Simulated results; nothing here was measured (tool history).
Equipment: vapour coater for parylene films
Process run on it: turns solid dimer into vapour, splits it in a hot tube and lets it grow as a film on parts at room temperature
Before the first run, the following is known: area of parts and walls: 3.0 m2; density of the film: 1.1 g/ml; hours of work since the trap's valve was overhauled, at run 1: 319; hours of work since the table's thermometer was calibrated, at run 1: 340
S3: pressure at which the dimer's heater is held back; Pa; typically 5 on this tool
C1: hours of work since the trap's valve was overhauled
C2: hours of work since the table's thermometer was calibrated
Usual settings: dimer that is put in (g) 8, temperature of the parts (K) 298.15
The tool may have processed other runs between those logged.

Run 1, hour 0: usual settings; C1 319; C2 340. Result: thickness of the film (um) 1.72.
Run 2, hour 19.8: usual settings but S3 4.6 Pa; C1 330; C2 351. Result: thickness of the film (um) 1.75.
Run 3, hour 47.8: usual settings but S3 4.6 Pa; C1 347; C2 368. Result: thickness of the film (um) 1.77.
Run 4, hour 76.9: usual settings but temperature of the parts (K) 303.15; C1 364; C2 385. Result: thickness of the film (um) 1.41.
Run 5, hour 105.7: usual settings but dimer that is put in (g) 5; C1 381; C2 402. Result: thickness of the film (um) 1.05.
Run 6, hour 123.8: usual settings but dimer that is put in (g) 5; C1 391; C2 412. Result: thickness of the film (um) 1.04.
Run 7, hour 151: usual settings but dimer that is put in (g) 5; C1 407; C2 428. Result: thickness of the film (um) 1.07.
Run 8, hour 178.7: usual settings but dimer that is put in (g) 5; C1 423; C2 444. Result: thickness of the film (um) 1.05.
Run 9, hour 193.8: usual settings but dimer that is put in (g) 5; C1 432; C2 453. Result: thickness of the film (um) 1.01.
Run 10, hour 217.7: usual settings but dimer that is put in (g) 5; C1 446; C2 467. Result: thickness of the film (um) 1.03.
Run 11, hour 240.5: usual settings but dimer that is put in (g) 5; C1 460; C2 481. Result: thickness of the film (um) 1.05.
Run 12, hour 254.9: usual settings but dimer that is put in (g) 5; C1 468; C2 489. Result: thickness of the film (um) 1.05.
At hour 267.3: trap's valve overhauled.
Run 13, hour 283.6: usual settings; C1 10; C2 503. Result: thickness of the film (um) 1.88.
Run 14, hour 303: usual settings; C1 21; C2 515. Result: thickness of the film (um) 1.89.
Run 15, hour 316.2: usual settings but dimer that is put in (g) 5; C1 29; C2 523. Result: thickness of the film (um) 1.15.
Run 16, hour 333.6: usual settings but dimer that is put in (g) 5, S3 4.41 Pa; C1 39; C2 533. Result: thickness of the film (um) 1.2.
Run 17, hour 348.4: usual settings but dimer that is put in (g) 5, S3 4.41 Pa; C1 48; C2 541. Result: thickness of the film (um) 1.25.
Run 18, hour 366.5: usual settings but dimer that is put in (g) 5, S3 4.41 Pa; C1 58; C2 552. Result: thickness of the film (um) 1.18.
Run 19, hour 395.7: usual settings but dimer that is put in (g) 7, S3 4.41 Pa; C1 75; C2 569. Result: thickness of the film (um) 1.67.
Run 20, hour 413: usual settings but dimer that is put in (g) 7, S3 4.41 Pa; C1 85; C2 579. Result: thickness of the film (um) 1.64.
Run 21, hour 427.8: usual settings but dimer that is put in (g) 7, S3 4.41 Pa; C1 94; C2 588. Result: thickness of the film (um) 1.68.
Run 22, hour 442.8: usual settings but dimer that is put in (g) 7, S3 4.41 Pa; C1 103; C2 597. Result: thickness of the film (um) 1.63.
Run 23, hour 471.1: usual settings; C1 120; C2 613. Result: thickness of the film (um) 1.85.
Run 24, hour 486.7: usual settings but dimer that is put in (g) 7, temperature of the parts (K) 291.15, S3 4.57 Pa; C1 129; C2 623. Result: thickness of the film (um) 2.02.
Run 25, hour 508.1: usual settings but dimer that is put in (g) 7, temperature of the parts (K) 291.15, S3 4.57 Pa; C1 141; C2 635. Result: thickness of the film (um) 2.
Run 26, hour 522.3: usual settings but dimer that is put in (g) 10, S3 5.58 Pa; C1 150; C2 643. Result: thickness of the film (um) 2.24.
Run 27, hour 548.3: usual settings but dimer that is put in (g) 10, S3 5.58 Pa; C1 165; C2 659. Result: thickness of the film (um) 2.22.
Run 28, hour 576.5: usual settings but dimer that is put in (g) 6, S3 11.86 Pa; C1 181; C2 675. Result: thickness of the film (um) 1.08.
Run 29, hour 603: usual settings but dimer that is put in (g) 13, S3 2.7 Pa; C1 197; C2 691. Result: thickness of the film (um) 3.31.
Run 30, hour 620.2: usual settings but dimer that is put in (g) 13, S3 2.7 Pa; C1 207; C2 701. Result: thickness of the film (um) 3.29.
Run 31, hour 643.7: usual settings but dimer that is put in (g) 13, S3 8.68 Pa; C1 221; C2 715. Result: thickness of the film (um) 2.56.
Run 32, hour 673.3: usual settings but dimer that is put in (g) 7, temperature of the parts (K) 295.15, S3 6.37 Pa; C1 238; C2 732. Result: thickness of the film (um) 1.63.
Run 33, hour 699.8: usual settings but temperature of the parts (K) 303.15, S3 3.69 Pa; C1 254; C2 748. Result: thickness of the film (um) 1.56.
Run 34, hour 722: usual settings but temperature of the parts (K) 303.15, S3 3.69 Pa; C1 267; C2 761. Result: thickness of the film (um) 1.51.
Run 35, hour 742.3: usual settings but dimer that is put in (g) 4, temperature of the parts (K) 300.15, S3 3.69 Pa; C1 279; C2 773. Result: thickness of the film (um) 0.84.
Run 36, hour 764.5: usual settings but dimer that is put in (g) 5, temperature of the parts (K) 308.15; C1 292; C2 785. Result: thickness of the film (um) 0.73.
Run 37, hour 790.2: usual settings but dimer that is put in (g) 6, temperature of the parts (K) 295.15, S3 4.77 Pa; C1 307; C2 801. Result: thickness of the film (um) 1.43.
Run 38, hour 808.3: usual settings but dimer that is put in (g) 6, temperature of the parts (K) 295.15, S3 4.77 Pa; C1 317; C2 811. Result: thickness of the film (um) 1.42.
Run 39, hour 836.7: usual settings but dimer that is put in (g) 6, temperature of the parts (K) 295.15, S3 4.77 Pa; C1 334; C2 828. Result: thickness of the film (um) 1.44.
Run 40, hour 866.2: usual settings but temperature of the parts (K) 304.15, S3 3.71 Pa; C1 351; C2 845. Result: thickness of the film (um) 1.42.
Run 41, hour 887.2: usual settings but dimer that is put in (g) 10, temperature of the parts (K) 309.15, S3 6.47 Pa; C1 364; C2 857. Result: thickness of the film (um) 1.32.
Run 42, hour 900.4: usual settings but dimer that is put in (g) 10, temperature of the parts (K) 299.15, S3 10.07 Pa; C1 371; C2 865. Result: thickness of the film (um) 1.74.
Run 43, hour 914: usual settings but temperature of the parts (K) 297.15, S3 3.16 Pa; C1 379; C2 873. Result: thickness of the film (um) 1.9.
Run 44, hour 942.4: usual settings but dimer that is put in (g) 11, S3 5.63 Pa; C1 396; C2 890. Result: thickness of the film (um) 2.29.
Run 45, hour 972.1: usual settings but temperature of the parts (K) 306.15; C1 413; C2 907. Result: thickness of the film (um) 1.26.
Run 46, hour 995.2: usual settings but dimer that is put in (g) 3, temperature of the parts (K) 291.15, S3 9.57 Pa; C1 427; C2 921. Result: thickness of the film (um) 0.69.

3 options for the next run, each taken on its own from the tool as it stands now. Forecast them:
Run A, hour 1015.3: usual settings but dimer that is put in (g) 11, temperature of the parts (K) 291.15, S3 3.34 Pa; C1 439; C2 933. Result: thickness of the film (um) ?.
Run B, hour 1015.3: usual settings but dimer that is put in (g) 4, temperature of the parts (K) 291.15, S3 4.91 Pa; C1 439; C2 933. Result: thickness of the film (um) ?.
Run C, hour 1015.3: usual settings but S3 7.19 Pa; C1 439; C2 933. Result: thickness of the film (um) ?.

run  thickness of the film (um)
  A                        2.89
  B                        1.02
  C                        1.47
What these runs would have given with no unlogged condition in the tool:
run  thickness of the film (um)
  A                        3.31
  B                        1.17
  C                        1.72
